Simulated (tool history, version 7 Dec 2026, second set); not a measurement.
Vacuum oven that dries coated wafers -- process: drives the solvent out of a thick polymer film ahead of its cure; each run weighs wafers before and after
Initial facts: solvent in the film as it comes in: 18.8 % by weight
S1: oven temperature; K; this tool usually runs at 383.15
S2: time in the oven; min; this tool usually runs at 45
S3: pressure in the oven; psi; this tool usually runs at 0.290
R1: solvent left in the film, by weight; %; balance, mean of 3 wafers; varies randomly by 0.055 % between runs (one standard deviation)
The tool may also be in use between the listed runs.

run	day	S1	S2	S3	R1
1	0.000	383.15	45	0.290	4.32
2	0.883	383.15	45	0.290	4.39
3	2.633	383.15	45	0.290	4.37
4	4.583	383.15	45	0.290	4.32
5	5.946	383.15	45	0.368	5.26
6	7.200	383.15	45	0.368	5.27
7	8.054	383.15	45	0.290	4.35
8	8.879	383.15	45	0.290	4.40
# day 9.108: vacuum gauge cleaned of residue and calibrated
9	10.833	383.15	45	0.290	4.30
10	12.146	383.15	32	0.290	5.43
11	13.767	383.15	32	0.290	5.31
12	15.358	383.15	32	0.290	5.36
13	17.150	379.15	32	0.197	5.72
14	19.104	395.15	32	0.248	2.32
15	19.992	395.15	32	0.248	2.33
# day 20.942: vacuum gauge cleaned of residue and calibrated, once more
16	21.388	394.15	26	0.466	4.24
17	23.217	394.15	29	0.466	4.09
18	24.621	370.15	30	0.734	15.60
19	26.321	383.15	51	0.743	9.12
20	27.379	383.15	51	0.743	9.09
21	29.183	377.15	37	0.290	6.55

Below are 5 alternative next runs, each starting from the tool's condition after run 21. Predict each:
A	30.612	383.15	45	0.191	?
B	30.612	388.15	45	0.290	?
C	30.612	382.15	32	0.290	?
D	30.612	389.15	57	0.194	?
E	30.612	381.15	37	0.553	?

run	R1
A	3.05
B	3.10
C	5.43
D	1.97
E	8.28
Had the tool no hidden state, the same runs would have come out as:
run	R1
A	3.16
B	3.17
C	5.60
D	2.00
E	8.47

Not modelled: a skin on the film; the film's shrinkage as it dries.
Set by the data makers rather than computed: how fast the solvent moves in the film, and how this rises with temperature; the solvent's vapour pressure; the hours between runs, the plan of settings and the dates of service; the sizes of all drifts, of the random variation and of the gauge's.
